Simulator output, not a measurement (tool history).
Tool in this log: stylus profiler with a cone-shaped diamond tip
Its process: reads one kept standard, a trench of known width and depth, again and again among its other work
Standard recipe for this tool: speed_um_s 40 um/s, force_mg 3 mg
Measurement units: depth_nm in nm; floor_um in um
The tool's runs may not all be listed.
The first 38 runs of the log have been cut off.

| run | day | speed_um_s | force_mg | depth_nm | floor_um |
|---|---|---|---|---|---|
| 39 | 50.521 | 62 | 4.07 | 506.44 | 25.71 |
|  | 51.508 | height scale calibrated on a step standard, once more |
| 40 | 51.65 | 62 | 4.07 | 505.02 | 25.73 |
| 41 | 53.167 | 36 | 4.07 | 505.15 | 25.78 |
| 42 | 53.938 | 45 | 1.06 | 502.05 | 25.53 |
| 43 | 54.996 | 45 | 1.06 | 502.2 | 25.51 |
| 44 | 56.371 | 18 | 1.04 | 502.43 | 25.67 |
| 45 | 58.129 | 115 | 7.04 | 507.22 | 25.42 |
| 46 | 59.642 | 19 | 1.15 | 502.48 | 25.58 |

3 ways to go on from here, each from the tool as it stands after run 46. What would each give?
| A | 60.912 | 16 | 2.52 | ? | ? |
| B | 60.912 | 17 | 1.72 | ? | ? |
| C | 60.912 | 112 | 5.74 | ? | ? |

| run | depth_nm | floor_um |
|---|---|---|
| A | 503.91 | 25.5 |
| B | 503.14 | 25.56 |
| C | 506.41 | 25.33 |
Without the tool's hidden state the same runs would have given:
| run | depth_nm | floor_um |
|---|---|---|
| A | 503.49 | 27.22 |
| B | 502.73 | 27.29 |
| C | 505.99 | 27.05 |
